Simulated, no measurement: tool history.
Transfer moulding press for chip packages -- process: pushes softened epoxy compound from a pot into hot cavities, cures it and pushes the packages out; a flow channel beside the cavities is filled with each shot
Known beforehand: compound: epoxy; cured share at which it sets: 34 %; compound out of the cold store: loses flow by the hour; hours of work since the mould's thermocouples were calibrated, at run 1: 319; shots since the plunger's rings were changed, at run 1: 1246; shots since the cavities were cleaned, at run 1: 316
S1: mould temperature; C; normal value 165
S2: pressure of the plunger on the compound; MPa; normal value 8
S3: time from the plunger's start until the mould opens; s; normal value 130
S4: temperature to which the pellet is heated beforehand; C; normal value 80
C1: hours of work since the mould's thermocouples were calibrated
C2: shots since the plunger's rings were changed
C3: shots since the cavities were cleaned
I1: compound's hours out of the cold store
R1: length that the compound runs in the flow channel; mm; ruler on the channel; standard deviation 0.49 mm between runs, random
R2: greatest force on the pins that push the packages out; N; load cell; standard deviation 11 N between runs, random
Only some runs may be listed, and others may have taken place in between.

Run 1, hour 0: usual settings; C1 319; C2 1246; C3 316; I1 42.1. Result: R1 546.1 mm, R2 670 N.
Run 2, hour 6.2: usual settings; C1 324; C2 1314; C3 384; I1 42.1. Result: R1 545.9 mm, R2 686 N.
Run 3, hour 15.1: usual settings but S3 124 s; C1 331; C2 1412; C3 482; I1 14.8. Result: R1 618 mm, R2 804 N.
Run 4, hour 20.2: usual settings; C1 335; C2 1468; C3 538; I1 41.9. Result: R1 546.4 mm, R2 738 N.
At hour 27.5: cavities cleaned with cleaning compound and waxed.
Run 5, hour 28.3: usual settings but S3 117 s; C1 341; C2 1539; C3 9; I1 17.6. Result: R1 609 mm, R2 611 N.
Run 6, hour 34.1: usual settings but S3 117 s; C1 345; C2 1603; C3 73; I1 28.5. Result: R1 579 mm, R2 643 N.
Run 7, hour 43.6: usual settings; C1 353; C2 1707; C3 177; I1 42.9. Result: R1 542.8 mm, R2 617 N.
Run 8, hour 52.2: usual settings; C1 359; C2 1801; C3 271; I1 41.4. Result: R1 546.7 mm, R2 639 N.
Run 9, hour 56.8: usual settings but S3 152 s; C1 363; C2 1851; C3 321; I1 45. Result: R1 538.4 mm, R2 591 N.
Run 10, hour 64.1: usual settings; C1 369; C2 1931; C3 401; I1 24.2. Result: R1 589.7 mm, R2 714 N.
Run 11, hour 72.9: usual settings; C1 376; C2 2027; C3 497; I1 10.7. Result: R1 626.9 mm, R2 751 N.
At hour 83.6: cavities cleaned with cleaning compound and waxed.
Run 12, hour 85.1: usual settings but S2 7 MPa; C1 384; C2 2144; C3 16; I1 17.9. Result: R1 567 mm, R2 520 N.
Run 13, hour 95.8: usual settings but S2 7 MPa; C1 393; C2 2261; C3 133; I1 44.2. Result: R1 503.4 mm, R2 592 N.
Run 14, hour 105.2: usual settings but S2 7 MPa; C1 400; C2 2364; C3 236; I1 8.4. Result: R1 591.7 mm, R2 654 N.
Run 15, hour 110.4: usual settings; C1 404; C2 2421; C3 293; I1 22.9. Result: R1 591.1 mm, R2 664 N.
Run 16, hour 118.5: usual settings; C1 411; C2 2510; C3 382; I1 20.7. Result: R1 597.5 mm, R2 694 N.
At hour 125.7: plunger's sealing rings changed.
Run 17, hour 128.7: usual settings but S3 133 s, S4 70 C; C1 417; C2 33; C3 467; I1 22.3. Result: R1 602.9 mm, R2 731 N.
Run 18, hour 137: usual settings but S3 128 s, S4 70 C; C1 423; C2 123; C3 557; I1 25.2. Result: R1 594.5 mm, R2 782 N.
At hour 142.2: cavities cleaned with cleaning compound and waxed.
Run 19, hour 148.6: usual settings but S2 7.24 MPa, S3 147 s; C1 431; C2 233; C3 69; I1 40.2. Result: R1 528.2 mm, R2 499 N.
Run 20, hour 153.6: usual settings but S3 157 s, S4 87 C; C1 435; C2 289; C3 125; I1 38.9. Result: R1 558.3 mm, R2 494 N.
Run 21, hour 162.1: usual settings but S2 8.53 MPa, S3 157 s, S4 71 C; C1 442; C2 381; C3 217; I1 43.4. Result: R1 565.2 mm, R2 570 N.
Run 22, hour 171.4: usual settings but S1 159 C, S2 6.84 MPa, S3 166 s; C1 449; C2 483; C3 319; I1 14.6. Result: R1 588.2 mm, R2 653 N.
Run 23, hour 180.5: usual settings but S1 159 C, S2 6.52 MPa, S3 166 s; C1 457; C2 583; C3 419; I1 46.9. Result: R1 495.6 mm, R2 657 N.
Run 24, hour 190.9: usual settings but S1 170 C, S3 160 s; C1 465; C2 696; C3 532; I1 17.2. Result: R1 604.5 mm, R2 644 N.
Run 25, hour 195.4: usual settings but S1 170 C, S3 160 s; C1 468; C2 746; C3 582; I1 42.7. Result: R1 539.5 mm, R2 646 N.
At hour 198.2: cavities cleaned with cleaning compound and waxed.
Run 26, hour 203.4: usual settings but S1 161 C, S2 9.32 MPa, S3 141 s; C1 474; C2 817; C3 57; I1 19.4. Result: R1 664.3 mm, R2 575 N.
Run 27, hour 211: usual settings but S1 158 C, S2 6.03 MPa, S3 116 s, S4 70 C; C1 480; C2 900; C3 140; I1 39.1. Result: R1 495.3 mm, R2 1098 N.
Run 28, hour 221.5: usual settings but S1 171 C, S2 7.66 MPa; C1 488; C2 1015; C3 255; I1 28.2. Result: R1 559.4 mm, R2 554 N.
Run 29, hour 230.5: usual settings but S1 169 C, S4 73 C; C1 495; C2 1113; C3 353; I1 25.6. Result: R1 581.6 mm, R2 603 N.

Across each entry between runs, compare the hidden state at the last listed run before it with the hidden state at the first listed run after it:
Logged between run 4 and run 5: cavities cleaned with cleaning compound and waxed (hour 27.5)
  true mould temperature over the reading, C: -1.03 -> -1.04; pressure that reaches the compound, % of what is set: 97.93 -> 97.85; grip of the stained cavities, % over clean ones': 53.7 -> 1.9
  difference, measured minus the result without the unlogged condition, R1: -3.9 -> -4.5 mm; R2: +273 -> +43 N
Logged between run 11 and run 12: cavities cleaned with cleaning compound and waxed (hour 83.6)
  true mould temperature over the reading, C: -1.11 -> -1.13; pressure that reaches the compound, % of what is set: 97.17 -> 97.02; grip of the stained cavities, % over clean ones': 50.7 -> 5
  difference, measured minus the result without the unlogged condition, R1: -6.7 -> -6.5 mm; R2: +272 -> +44 N
Logged between run 16 and run 17: plunger's sealing rings changed (hour 125.7)
  true mould temperature over the reading, C: -1.18 -> -1.19; pressure that reaches the compound, % of what is set: 96.54 -> 99.8; grip of the stained cavities, % over clean ones': 41.8 -> 48.6
  difference, measured minus the result without the unlogged condition, R1: -8.2 -> +1.8 mm; R2: +226 -> +255 N
Logged between run 18 and run 19: cavities cleaned with cleaning compound and waxed (hour 142.2)
  true mould temperature over the reading, C: -1.2 -> -1.22; pressure that reaches the compound, % of what is set: 99.68 -> 99.52; grip of the stained cavities, % over clean ones': 54.8 -> 9.4
  difference, measured minus the result without the unlogged condition, R1: +1.4 -> +0.8 mm; R2: +302 -> +51 N
Logged between run 25 and run 26: cavities cleaned with cleaning compound and waxed (hour 198.2)
  true mould temperature over the reading, C: -1.29 -> -1.3; pressure that reaches the compound, % of what is set: 98.84 -> 98.73; grip of the stained cavities, % over clean ones': 56.2 -> 7.6
  difference, measured minus the result without the unlogged condition, R1: -1.1 -> -1.2 mm; R2: +234 -> +71 N
